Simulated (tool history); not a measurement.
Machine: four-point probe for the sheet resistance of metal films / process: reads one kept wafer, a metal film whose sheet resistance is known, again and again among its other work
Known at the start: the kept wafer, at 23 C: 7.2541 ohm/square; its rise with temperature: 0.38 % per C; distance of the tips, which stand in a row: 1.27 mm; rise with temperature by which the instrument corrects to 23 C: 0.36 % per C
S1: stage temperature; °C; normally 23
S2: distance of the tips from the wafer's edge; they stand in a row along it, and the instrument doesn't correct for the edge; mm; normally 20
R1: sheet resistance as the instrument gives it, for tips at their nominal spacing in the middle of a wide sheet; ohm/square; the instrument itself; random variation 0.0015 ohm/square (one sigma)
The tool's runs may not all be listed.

run	hour	S1	S2	R1
1	0.0	23	20	7.247161
2	12.5	23	20	7.246269
3	22.2	23	20	7.247298
4	34.9	23	20	7.243736
5	42.7	23	20	7.246039
6	49.8	23	20	7.246133
7	57.3	23	20	7.246141
8	67.0	27	20	7.252117
9	74.3	21	7	7.353058
10	86.9	21	7	7.350816
11	95.5	29	38	7.241761
12	103.3	29	38	7.244768
13	110.3	29	38	7.244606

Run 14 comes next. What will it give?
14	121.9	26	5	?

{"run 14": {"R1": 7.476575}}
With the hidden condition absent and the run-to-run variation left alone, this run would have shown R1 7.501723 ohm/square.

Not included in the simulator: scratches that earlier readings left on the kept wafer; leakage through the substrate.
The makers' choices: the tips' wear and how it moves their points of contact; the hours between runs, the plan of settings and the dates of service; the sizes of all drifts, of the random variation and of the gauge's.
